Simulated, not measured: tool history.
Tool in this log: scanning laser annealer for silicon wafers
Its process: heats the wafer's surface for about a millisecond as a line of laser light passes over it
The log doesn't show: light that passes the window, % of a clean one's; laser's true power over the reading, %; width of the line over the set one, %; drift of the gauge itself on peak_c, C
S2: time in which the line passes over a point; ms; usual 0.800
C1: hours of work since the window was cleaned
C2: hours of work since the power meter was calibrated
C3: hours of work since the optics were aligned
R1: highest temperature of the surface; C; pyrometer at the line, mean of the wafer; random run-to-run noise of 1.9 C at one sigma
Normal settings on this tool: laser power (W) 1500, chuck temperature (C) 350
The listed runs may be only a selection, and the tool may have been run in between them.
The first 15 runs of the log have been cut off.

{"run": 16, "hour": 365.7, "laser power (W)": 1500, "S2": 0.726, "chuck temperature (C)": 350, "C1": 201, "C2": 524, "C3": 1754, "R1": 1015}
{"run": 17, "hour": 396.5, "laser power (W)": 1500, "S2": 0.726, "chuck temperature (C)": 350, "C1": 222, "C2": 545, "C3": 1776, "R1": 1015}
{"run": 18, "hour": 410.6, "laser power (W)": 1500, "S2": 0.726, "chuck temperature (C)": 350, "C1": 231, "C2": 555, "C3": 1785, "R1": 1015}
{"run": 19, "hour": 429.0, "laser power (W)": 1500, "S2": 0.726, "chuck temperature (C)": 350, "C1": 244, "C2": 568, "C3": 1798, "R1": 1014}
{"run": 20, "hour": 446.8, "laser power (W)": 1500, "S2": 0.726, "chuck temperature (C)": 350, "C1": 256, "C2": 580, "C3": 1810, "R1": 1012}
{"run": 21, "hour": 478.1, "laser power (W)": 1547, "S2": 0.657, "chuck temperature (C)": 366, "C1": 278, "C2": 601, "C3": 1831, "R1": 1019}
{"run": 22, "hour": 509.5, "laser power (W)": 1500, "S2": 0.8, "chuck temperature (C)": 359, "C1": 299, "C2": 623, "C3": 1853, "R1": 1058}
{"run": 23, "hour": 526.1, "laser power (W)": 1500, "S2": 0.8, "chuck temperature (C)": 359, "C1": 310, "C2": 634, "C3": 1864, "R1": 1053}
{"run": 24, "hour": 555.6, "laser power (W)": 1587, "S2": 0.8, "chuck temperature (C)": 350, "C1": 331, "C2": 654, "C3": 1884, "R1": 1098}
{"run": 25, "hour": 581.7, "laser power (W)": 1500, "S2": 0.663, "chuck temperature (C)": 327, "C1": 349, "C2": 672, "C3": 1902, "R1": 952}
{"run": 26, "hour": 611.6, "laser power (W)": 1500, "S2": 0.955, "chuck temperature (C)": 350, "C1": 369, "C2": 693, "C3": 1923, "R1": 1110}
{"run": 27, "hour": 644.1, "laser power (W)": 1456, "S2": 0.8, "chuck temperature (C)": 350, "C1": 391, "C2": 715, "C3": 1945, "R1": 1013}
{"run": 28, "hour": 669.0, "laser power (W)": 1456, "S2": 0.8, "chuck temperature (C)": 350, "C1": 408, "C2": 732, "C3": 1962, "R1": 1009}
{"run": 29, "hour": 690.6, "laser power (W)": 1416, "S2": 0.883, "chuck temperature (C)": 367, "C1": 423, "C2": 747, "C3": 1977, "R1": 1039}
{"hour": 710.1, "done": "optics aligned, line set to its width"}
{"run": 30, "hour": 720.8, "laser power (W)": 1500, "S2": 0.953, "chuck temperature (C)": 350, "C1": 440, "C2": 764, "C3": 7, "R1": 1117}
{"run": 31, "hour": 745.8, "laser power (W)": 1500, "S2": 0.785, "chuck temperature (C)": 327, "C1": 458, "C2": 781, "C3": 25, "R1": 1015}
{"run": 32, "hour": 771.8, "laser power (W)": 1500, "S2": 0.785, "chuck temperature (C)": 327, "C1": 475, "C2": 799, "C3": 42, "R1": 1016}
{"hour": 801.6, "done": "window over the wafer cleaned"}
{"run": 33, "hour": 805.9, "laser power (W)": 1355, "S2": 0.769, "chuck temperature (C)": 327, "C1": 3, "C2": 821, "C3": 64, "R1": 947}
{"run": 34, "hour": 823.9, "laser power (W)": 1528, "S2": 0.8, "chuck temperature (C)": 359, "C1": 15, "C2": 833, "C3": 77, "R1": 1092}
{"run": 35, "hour": 847.2, "laser power (W)": 1295, "S2": 0.889, "chuck temperature (C)": 334, "C1": 31, "C2": 849, "C3": 93, "R1": 965}
{"run": 36, "hour": 872.1, "laser power (W)": 1295, "S2": 0.889, "chuck temperature (C)": 334, "C1": 48, "C2": 866, "C3": 110, "R1": 963}
{"run": 37, "hour": 901.3, "laser power (W)": 1500, "S2": 0.945, "chuck temperature (C)": 357, "C1": 68, "C2": 886, "C3": 130, "R1": 1142}
{"run": 38, "hour": 930.3, "laser power (W)": 1639, "S2": 0.697, "chuck temperature (C)": 350, "C1": 88, "C2": 906, "C3": 149, "R1": 1097}
{"run": 39, "hour": 960.1, "laser power (W)": 1561, "S2": 0.938, "chuck temperature (C)": 355, "C1": 108, "C2": 926, "C3": 170, "R1": 1174}
{"run": 40, "hour": 983.9, "laser power (W)": 1643, "S2": 0.565, "chuck temperature (C)": 350, "C1": 125, "C2": 943, "C3": 186, "R1": 1010}

What if the next run were any one of these 3? Each begins from the tool's condition after run 40:
{"run": "A", "hour": 1002.7, "laser power (W)": 1297, "S2": 0.714, "chuck temperature (C)": 350, "C1": 138, "C2": 956, "C3": 199, "R1": "?"}
{"run": "B", "hour": 1002.7, "laser power (W)": 1606, "S2": 0.8, "chuck temperature (C)": 319, "C1": 138, "C2": 956, "C3": 199, "R1": "?"}
{"run": "C", "hour": 1002.7, "laser power (W)": 1500, "S2": 0.752, "chuck temperature (C)": 354, "C1": 138, "C2": 956, "C3": 199, "R1": "?"}

run=A R1=901
run=B R1=1093
run=C R1=1040
Had the tool no hidden state, the same runs would have come out as:
run=A R1=920
run=B R1=1120
run=C R1=1064
